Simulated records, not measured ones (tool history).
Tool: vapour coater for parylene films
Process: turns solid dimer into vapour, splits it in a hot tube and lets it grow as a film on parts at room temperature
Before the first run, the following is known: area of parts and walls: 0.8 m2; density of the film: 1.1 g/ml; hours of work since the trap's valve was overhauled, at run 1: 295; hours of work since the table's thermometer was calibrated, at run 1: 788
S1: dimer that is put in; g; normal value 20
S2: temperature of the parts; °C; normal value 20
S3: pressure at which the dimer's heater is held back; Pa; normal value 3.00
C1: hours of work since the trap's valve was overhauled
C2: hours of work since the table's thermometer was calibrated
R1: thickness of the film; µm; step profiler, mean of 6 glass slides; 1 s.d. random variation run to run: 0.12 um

{"run": 1, "hour": 0.0, "S1": 20, "S2": 20, "S3": 3.0, "C1": 295, "C2": 788, "R1": 13.55}
{"run": 2, "hour": 45.5, "S1": 20, "S2": 20, "S3": 3.0, "C1": 323, "C2": 815, "R1": 13.55}
{"run": 3, "hour": 94.4, "S1": 20, "S2": 20, "S3": 3.0, "C1": 352, "C2": 845, "R1": 13.19}
{"run": 4, "hour": 126.9, "S1": 20, "S2": 28, "S3": 3.0, "C1": 371, "C2": 864, "R1": 10.47}
{"run": 5, "hour": 169.4, "S1": 20, "S2": 20, "S3": 4.24, "C1": 397, "C2": 890, "R1": 12.4}
{"run": 6, "hour": 201.9, "S1": 20, "S2": 20, "S3": 3.0, "C1": 416, "C2": 909, "R1": 13.4}
{"run": 7, "hour": 261.2, "S1": 20, "S2": 20, "S3": 3.0, "C1": 452, "C2": 944, "R1": 13.2}
{"run": 8, "hour": 321.6, "S1": 20, "S2": 20, "S3": 3.0, "C1": 488, "C2": 981, "R1": 13.19}
{"run": 9, "hour": 380.0, "S1": 20, "S2": 20, "S3": 3.0, "C1": 523, "C2": 1016, "R1": 12.84}
{"run": 10, "hour": 417.6, "S1": 20, "S2": 20, "S3": 3.0, "C1": 545, "C2": 1038, "R1": 12.99}
{"run": 11, "hour": 445.8, "S1": 20, "S2": 20, "S3": 3.0, "C1": 562, "C2": 1055, "R1": 12.84}
{"run": 12, "hour": 470.9, "S1": 11, "S2": 14, "S3": 2.38, "C1": 577, "C2": 1070, "R1": 8.89}
{"hour": 505.2, "done": "trap's valve overhauled"}
{"run": 13, "hour": 514.5, "S1": 10, "S2": 19, "S3": 6.94, "C1": 6, "C2": 1094, "R1": 6.13}
{"run": 14, "hour": 539.9, "S1": 10, "S2": 19, "S3": 6.94, "C1": 21, "C2": 1109, "R1": 6.07}
{"run": 15, "hour": 564.9, "S1": 20, "S2": 13, "S3": 5.81, "C1": 36, "C2": 1124, "R1": 15.35}
{"run": 16, "hour": 601.6, "S1": 20, "S2": 13, "S3": 5.81, "C1": 58, "C2": 1146, "R1": 15.42}
{"run": 17, "hour": 646.5, "S1": 20, "S2": 13, "S3": 8.55, "C1": 85, "C2": 1173, "R1": 14.19}
{"run": 18, "hour": 690.7, "S1": 20, "S2": 13, "S3": 8.55, "C1": 111, "C2": 1199, "R1": 13.99}
{"run": 19, "hour": 730.0, "S1": 28, "S2": 13, "S3": 4.91, "C1": 135, "C2": 1223, "R1": 21.4}
{"run": 20, "hour": 788.5, "S1": 28, "S2": 13, "S3": 4.91, "C1": 170, "C2": 1258, "R1": 21.66}
{"run": 21, "hour": 847.2, "S1": 28, "S2": 13, "S3": 4.91, "C1": 205, "C2": 1293, "R1": 21.59}

Difference, measured minus no-hidden-state, one row per run. Run-to-run variation is common to both terms; the gauge's own scatter need not be:
The hidden state here: vapour lost through the trap's worn valve, %; true temperature of the parts over the reading, C; drift of the gauge itself on film_um, %.
run=1 R1=-0.69
run=2 R1=-0.77
run=3 R1=-0.82
run=4 R1=-0.70
run=5 R1=-0.89
run=6 R1=-1.01
run=7 R1=-1.08
run=8 R1=-1.18
run=9 R1=-1.23
run=10 R1=-1.31
run=11 R1=-1.34
run=12 R1=-0.95
run=13 R1=+0.04
run=14 R1=+0.03
run=15 R1=+0.03
run=16 R1=-0.03
run=17 R1=-0.09
run=18 R1=-0.16
run=19 R1=-0.33
run=20 R1=-0.47
run=21 R1=-0.61
